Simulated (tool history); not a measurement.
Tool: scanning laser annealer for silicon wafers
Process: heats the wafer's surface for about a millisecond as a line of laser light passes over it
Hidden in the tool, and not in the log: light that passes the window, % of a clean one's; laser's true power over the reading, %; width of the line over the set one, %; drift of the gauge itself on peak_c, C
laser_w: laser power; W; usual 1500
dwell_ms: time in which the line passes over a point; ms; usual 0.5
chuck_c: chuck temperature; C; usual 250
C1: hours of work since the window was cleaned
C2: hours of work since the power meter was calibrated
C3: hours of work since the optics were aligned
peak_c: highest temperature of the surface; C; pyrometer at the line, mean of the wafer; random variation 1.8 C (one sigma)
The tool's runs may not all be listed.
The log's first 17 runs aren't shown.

Run 18, hour 151.5: usual settings; C1 389; C2 148; C3 861. Result: peak_c 960 C.
Run 19, hour 157.1: usual settings but laser_w 1542 W; C1 392; C2 150; C3 863. Result: peak_c 987 C.
Run 20, hour 164.4: usual settings but laser_w 1298 W, dwell_ms 0.578 ms, chuck_c 238 C; C1 396; C2 154; C3 867. Result: peak_c 864 C.
Run 21, hour 172.6: usual settings but laser_w 1298 W, dwell_ms 0.578 ms, chuck_c 238 C; C1 400; C2 158; C3 871. Result: peak_c 867 C.
Run 22, hour 182.9: usual settings but laser_w 1327 W, dwell_ms 0.451 ms, chuck_c 217 C; C1 405; C2 164; C3 876. Result: peak_c 795 C.
Run 23, hour 190.4: usual settings but laser_w 1496 W, dwell_ms 0.35 ms, chuck_c 249 C; C1 409; C2 167; C3 880. Result: peak_c 851 C.
Run 24, hour 195.6: usual settings but laser_w 1476 W, dwell_ms 0.542 ms, chuck_c 288 C; C1 411; C2 170; C3 883. Result: peak_c 1010 C.
Run 25, hour 201.6: usual settings but laser_w 1466 W, dwell_ms 0.372 ms, chuck_c 283 C; C1 414; C2 173; C3 886. Result: peak_c 886 C.
Run 26, hour 211.5: usual settings but laser_w 1466 W, dwell_ms 0.372 ms, chuck_c 283 C; C1 419; C2 178; C3 891. Result: peak_c 888 C.
Run 27, hour 221.6: usual settings but laser_w 1375 W, dwell_ms 0.604 ms, chuck_c 219 C; C1 425; C2 183; C3 896. Result: peak_c 911 C.
Run 28, hour 232.3: usual settings but laser_w 1481 W, dwell_ms 0.604 ms, chuck_c 234 C; C1 430; C2 188; C3 901. Result: peak_c 993 C.
Run 29, hour 241.5: usual settings but laser_w 1603 W, dwell_ms 0.519 ms, chuck_c 234 C; C1 435; C2 193; C3 906. Result: peak_c 1022 C.
Run 30, hour 250.9: usual settings but laser_w 1511 W, dwell_ms 0.457 ms, chuck_c 244 C; C1 439; C2 198; C3 911. Result: peak_c 932 C.
Run 31, hour 255.5: usual settings but laser_w 1511 W, dwell_ms 0.457 ms, chuck_c 244 C; C1 442; C2 200; C3 913. Result: peak_c 931 C.

4 ways to go on from here, each from the tool as it stands after run 31. What would each give?
Run A, hour 265.3: usual settings but laser_w 1623 W, dwell_ms 0.457 ms, chuck_c 244 C; C1 447; C2 205; C3 918. Result: peak_c ?.
Run B, hour 265.3: usual settings but laser_w 1511 W, dwell_ms 0.457 ms, chuck_c 225 C; C1 447; C2 205; C3 918. Result: peak_c ?.
Run C, hour 265.3: usual settings but laser_w 1321 W, dwell_ms 0.611 ms, chuck_c 270 C; C1 447; C2 205; C3 918. Result: peak_c ?.
Run D, hour 265.3: usual settings but chuck_c 290 C; C1 447; C2 205; C3 918. Result: peak_c ?.

run  peak_c
  A     995
  B     913
  C     931
  D     997
Without the tool's hidden state the same runs would have given:
run  peak_c
  A     995
  B     914
  C     932
  D     998
